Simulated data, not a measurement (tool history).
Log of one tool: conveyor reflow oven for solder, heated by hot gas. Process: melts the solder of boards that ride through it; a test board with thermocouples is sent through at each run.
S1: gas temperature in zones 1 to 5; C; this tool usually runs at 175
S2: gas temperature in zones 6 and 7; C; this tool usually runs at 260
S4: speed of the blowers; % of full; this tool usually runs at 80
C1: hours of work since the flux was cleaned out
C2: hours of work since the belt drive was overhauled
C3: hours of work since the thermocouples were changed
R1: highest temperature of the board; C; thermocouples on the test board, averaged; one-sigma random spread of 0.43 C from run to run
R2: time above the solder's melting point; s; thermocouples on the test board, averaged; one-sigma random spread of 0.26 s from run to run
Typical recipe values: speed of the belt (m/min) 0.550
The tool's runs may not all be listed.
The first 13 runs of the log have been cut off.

Run 14, hour 110.0: usual settings; C1 475; C2 636; C3 290. Result: R1 250.3 C, R2 57.4 s.
Run 15, hour 119.2: usual settings but S4 82 % of full; C1 482; C2 643; C3 297. Result: R1 249.5 C, R2 57.3 s.
Run 16, hour 126.6: usual settings but S1 185 C, speed of the belt (m/min) 0.644, S4 82 % of full; C1 487; C2 648; C3 303. Result: R1 247.2 C, R2 50.0 s.
Run 17, hour 131.7: usual settings but S1 185 C, S2 251 C, speed of the belt (m/min) 0.542, S4 67 % of full; C1 491; C2 652; C3 306. Result: R1 240.7 C, R2 54.4 s.
At hour 144.7: flux residue cleaned out of gas plates and filters.
Run 18, hour 148.1: usual settings but S1 177 C, S2 267 C, speed of the belt (m/min) 0.465, S4 89 % of full; C1 3; C2 660; C3 315. Result: R1 263.1 C, R2 80.0 s.
Run 19, hour 159.9: usual settings but S2 251 C, speed of the belt (m/min) 0.619; C1 11; C2 669; C3 324. Result: R1 241.3 C, R2 44.0 s.
Run 20, hour 171.6: usual settings but S1 185 C, S2 250 C, speed of the belt (m/min) 0.567; C1 20; C2 678; C3 333. Result: R1 242.6 C, R2 55.3 s.
Run 21, hour 178.6: usual settings but S1 184 C, S4 78 % of full; C1 25; C2 683; C3 338. Result: R1 252.3 C, R2 63.1 s.
Run 22, hour 186.2: usual settings but S1 187 C, S2 266 C, speed of the belt (m/min) 0.578; C1 31; C2 689; C3 343. Result: R1 257.4 C, R2 63.7 s.
Run 23, hour 196.6: usual settings but S2 252 C; C1 39; C2 697; C3 351. Result: R1 245.4 C, R2 54.2 s.
Run 24, hour 202.5: usual settings but S1 188 C, S4 63 % of full; C1 43; C2 701; C3 356. Result: R1 250.4 C, R2 62.5 s.
Run 25, hour 213.1: usual settings but S1 188 C, S4 63 % of full; C1 51; C2 709; C3 364. Result: R1 249.9 C, R2 62.5 s.
Run 26, hour 223.0: usual settings but S1 188 C, speed of the belt (m/min) 0.658, S4 63 % of full; C1 59; C2 717; C3 371. Result: R1 245.4 C, R2 47.2 s.
Run 27, hour 230.6: usual settings but S1 188 C, speed of the belt (m/min) 0.658, S4 63 % of full; C1 64; C2 722; C3 377. Result: R1 245.1 C, R2 47.2 s.
Run 28, hour 236.6: usual settings but S1 188 C, S2 271 C, speed of the belt (m/min) 0.658, S4 63 % of full; C1 69; C2 727; C3 381. Result: R1 254.9 C, R2 53.1 s.
Run 29, hour 243.0: usual settings but S1 188 C, S2 271 C, speed of the belt (m/min) 0.625, S4 78 % of full; C1 74; C2 732; C3 386. Result: R1 259.8 C, R2 59.8 s.
Run 30, hour 253.3: usual settings but S1 181 C, S2 265 C, speed of the belt (m/min) 0.497, S4 74 % of full; C1 81; C2 739; C3 394. Result: R1 258.1 C, R2 72.9 s.

Here are 3 independent what-if runs from the current tool condition. What would each one return?
Run A, hour 262.7: usual settings but S2 263 C; C1 88; C2 746; C3 401. Result: R1 ?, R2 ?.
Run B, hour 262.7: usual settings but S1 181 C, S2 252 C, speed of the belt (m/min) 0.497, S4 86 % of full; C1 88; C2 746; C3 401. Result: R1 ?, R2 ?.
Run C, hour 262.7: usual settings but S1 181 C, S2 250 C, speed of the belt (m/min) 0.576, S4 51 % of full; C1 88; C2 746; C3 401. Result: R1 ?, R2 ?.

run     R1    R2
  A  255.0  60.8
  B  248.3  66.9
  C  235.1  40.8
Stripped of hidden state, with their random variation kept, the same runs would have yielded:
run     R1    R2
  A  253.8  59.8
  B  247.0  65.7
  C  233.9  39.1

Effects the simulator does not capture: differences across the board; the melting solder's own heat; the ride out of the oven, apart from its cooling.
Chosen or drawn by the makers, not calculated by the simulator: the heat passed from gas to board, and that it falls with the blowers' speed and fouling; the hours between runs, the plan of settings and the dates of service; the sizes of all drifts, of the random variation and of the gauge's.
